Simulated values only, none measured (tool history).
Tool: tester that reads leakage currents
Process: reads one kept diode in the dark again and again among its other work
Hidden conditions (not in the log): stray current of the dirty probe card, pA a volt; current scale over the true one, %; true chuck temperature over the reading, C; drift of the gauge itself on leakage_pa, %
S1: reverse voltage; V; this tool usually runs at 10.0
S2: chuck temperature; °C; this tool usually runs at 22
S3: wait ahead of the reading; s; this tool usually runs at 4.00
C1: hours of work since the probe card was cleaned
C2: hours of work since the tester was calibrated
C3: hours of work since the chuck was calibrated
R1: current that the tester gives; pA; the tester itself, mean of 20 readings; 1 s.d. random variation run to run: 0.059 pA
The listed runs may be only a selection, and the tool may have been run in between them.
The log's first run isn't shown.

Run 2, hour 40.8: usual settings; C1 361; C2 1090; C3 796. Result: R1 11.69 pA.
Run 3, hour 79.5: usual settings; C1 390; C2 1119; C3 825. Result: R1 11.68 pA.
Run 4, hour 123.6: usual settings but S1 14.7 V; C1 424; C2 1152; C3 859. Result: R1 15.00 pA.
Run 5, hour 169.0: usual settings but S3 0.88 s; C1 458; C2 1186; C3 893. Result: R1 15.04 pA.
Run 6, hour 208.7: usual settings but S3 1.94 s; C1 488; C2 1216; C3 923. Result: R1 13.04 pA.
Run 7, hour 251.9: usual settings but S3 1.94 s; C1 520; C2 1249; C3 956. Result: R1 12.91 pA.
Run 8, hour 286.6: usual settings but S1 6.2 V; C1 547; C2 1275; C3 982. Result: R1 9.02 pA.
Run 9, hour 326.0: usual settings; C1 576; C2 1305; C3 1012. Result: R1 12.40 pA.
Run 10, hour 370.9: usual settings; C1 610; C2 1339; C3 1045. Result: R1 12.43 pA.
Run 11, hour 400.0: usual settings but S3 2.07 s; C1 632; C2 1361; C3 1067. Result: R1 13.28 pA.
Run 12, hour 440.2: usual settings; C1 662; C2 1391; C3 1098. Result: R1 12.66 pA.
Run 13, hour 474.8: usual settings but S3 1.81 s; C1 689; C2 1417; C3 1124. Result: R1 13.64 pA.
Run 14, hour 511.3: usual settings but S1 2.2 V, S3 1.81 s; C1 716; C2 1445; C3 1151. Result: R1 5.29 pA.
Run 15, hour 533.8: usual settings but S1 2.2 V, S3 1.81 s; C1 733; C2 1462; C3 1168. Result: R1 5.26 pA.
Run 16, hour 565.1: usual settings but S1 2.2 V, S2 36 °C, S3 1.81 s; C1 757; C2 1485; C3 1192. Result: R1 13.29 pA.
At hour 571.1: probe card cleaned and baked.
Run 17, hour 613.4: usual settings but S1 1.4 V, S2 36 °C, S3 1.81 s; C1 32; C2 1520; C3 1226. Result: R1 10.35 pA.
Run 18, hour 645.5: usual settings but S1 1.4 V, S2 36 °C, S3 1.81 s; C1 56; C2 1544; C3 1250. Result: R1 10.41 pA.
Run 19, hour 676.4: usual settings but S1 1.4 V, S2 36 °C, S3 1.81 s; C1 79; C2 1567; C3 1274. Result: R1 10.42 pA.
Run 20, hour 716.8: usual settings but S1 11.6 V; C1 110; C2 1598; C3 1304. Result: R1 15.26 pA.
Run 21, hour 763.0: usual settings but S1 11.6 V; C1 145; C2 1632; C3 1339. Result: R1 15.37 pA.
Run 22, hour 793.3: usual settings but S1 11.6 V; C1 168; C2 1655; C3 1362. Result: R1 15.49 pA.
At hour 802.3: probe card cleaned and baked, once more.
Run 23, hour 820.4: usual settings but S1 11.6 V; C1 14; C2 1674; C3 1380. Result: R1 11.94 pA.
Run 24, hour 850.3: usual settings but S1 6.7 V, S3 0.30 s; C1 36; C2 1696; C3 1403. Result: R1 15.93 pA.
Run 25, hour 894.2: usual settings but S1 4.2 V, S2 39 °C, S3 5.50 s; C1 69; C2 1729; C3 1436. Result: R1 22.22 pA.

Estimate the outcome of run 26 from the log above:
Run 26, hour 924.4: usual settings but S1 4.2 V, S2 39 °C, S3 5.50 s; C1 92; C2 1752; C3 1459. Result: R1 ?.

{"run 26": {"R1": 22.12}}
Take away the tool's hidden state, keep the run-to-run variation as it was, and the same run would have given R1 20.58 pA.
